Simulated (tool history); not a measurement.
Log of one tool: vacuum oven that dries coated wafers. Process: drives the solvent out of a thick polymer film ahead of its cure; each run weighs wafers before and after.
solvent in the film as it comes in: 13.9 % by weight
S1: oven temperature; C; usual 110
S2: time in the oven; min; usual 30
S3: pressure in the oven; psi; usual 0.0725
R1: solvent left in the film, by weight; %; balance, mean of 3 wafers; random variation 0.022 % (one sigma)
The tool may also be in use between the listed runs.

| run | day | S1 | S2 | S3 | R1 |
|---|---|---|---|---|---|
| 1 | 0.000 | 110 | 30 | 0.0725 | 1.53 |
| 2 | 2.167 | 110 | 30 | 0.0725 | 1.45 |
| 3 | 3.275 | 122 | 30 | 0.0725 | 0.45 |
| 4 | 4.592 | 102 | 30 | 0.0725 | 2.82 |
| 5 | 6.858 | 114 | 30 | 0.0725 | 1.04 |
| 6 | 9.154 | 110 | 40 | 0.0725 | 0.94 |
| 7 | 10.275 | 110 | 30 | 0.0725 | 1.49 |
| 8 | 12.342 | 110 | 30 | 0.0725 | 1.51 |
| 9 | 13.375 | 110 | 30 | 0.0725 | 1.49 |
| 10 | 14.433 | 110 | 37 | 0.0725 | 1.11 |
| 11 | 16.296 | 110 | 34 | 0.0725 | 1.23 |
| 12 | 17.279 | 110 | 34 | 0.0725 | 1.22 |
| 13 | 18.825 | 110 | 34 | 0.0725 | 1.23 |
| 14 | 19.879 | 114 | 30 | 0.0725 | 1.06 |
| 15 | 21.833 | 110 | 30 | 0.2885 | 2.40 |
| 16 | 23.075 | 106 | 30 | 0.2885 | 3.11 |
| 17 | 24.338 | 106 | 30 | 0.2885 | 3.07 |
| 18 | 25.329 | 106 | 30 | 0.2885 | 3.06 |
| 19 | 27.517 | 106 | 30 | 0.2885 | 3.10 |
| 20 | 29.700 | 106 | 30 | 0.2885 | 3.55 |
| 21 | 31.954 | 119 | 30 | 0.0725 | 0.81 |
| 22 | 33.025 | 103 | 30 | 0.0725 | 3.09 |
| 23 | 34.975 | 103 | 30 | 0.0725 | 3.05 |
| 24 | 36.692 | 103 | 30 | 0.0725 | 3.09 |
| 25 | 37.662 | 105 | 51 | 0.1096 | 1.47 |
| 26 | 39.179 | 96 | 24 | 0.1315 | 5.77 |
| 27 | 40.300 | 112 | 24 | 0.1315 | 2.41 |
| 28 | 41.904 | 107 | 34 | 0.1315 | 2.19 |
| 29 | 43.346 | 107 | 34 | 0.1315 | 2.20 |
| 30 | 44.854 | 107 | 34 | 0.1315 | 2.22 |
| 31 | 46.679 | 110 | 23 | 0.0368 | 2.52 |
| 32 | 47.654 | 110 | 23 | 0.0368 | 2.55 |
| 33 | 49.450 | 110 | 23 | 0.0368 | 2.49 |
| 34 | 50.721 | 110 | 37 | 0.0497 | 1.26 |
| 35 | 52.921 | 110 | 37 | 0.0497 | 1.24 |
| 36 | 55.162 | 110 | 37 | 0.0497 | 1.26 |
| 37 | 56.992 | 110 | 30 | 0.2854 | 2.78 |
| 38 | 58.200 | 100 | 48 | 0.0786 | 2.18 |
| 39 | 59.558 | 110 | 30 | 0.0941 | 1.97 |
| 40 | 61.021 | 110 | 41 | 0.0725 | 1.20 |
| 41 | 62.117 | 108 | 16 | 0.0550 | 4.35 |
| 42 | 63.479 | 108 | 16 | 0.0550 | 4.37 |
| 43 | 65.050 | 106 | 33 | 0.2746 | 3.23 |
| 44 | 66.621 | 106 | 33 | 0.2746 | 3.22 |
| 45 | 68.608 | 106 | 33 | 0.2746 | 3.19 |
| 46 | 70.958 | 106 | 33 | 0.2746 | 3.16 |
| 47 | 73.046 | 99 | 30 | 0.0444 | 3.72 |
| 48 | 74.196 | 112 | 30 | 0.2898 | 2.48 |

Not shown: 1 entry that the log had between the listed runs. Between which runs, and how does the tool's hidden state differ before and after?
Between runs 19 and 20: oven's thermocouples calibrated (day 27.783)
  true wafer temperature over the reading, C: 2.5 -> 0.26; true pressure over the reading, kPa: 0.196 -> 0.204
  measured less the result without the state, R1: -0.35 -> +0.09 %
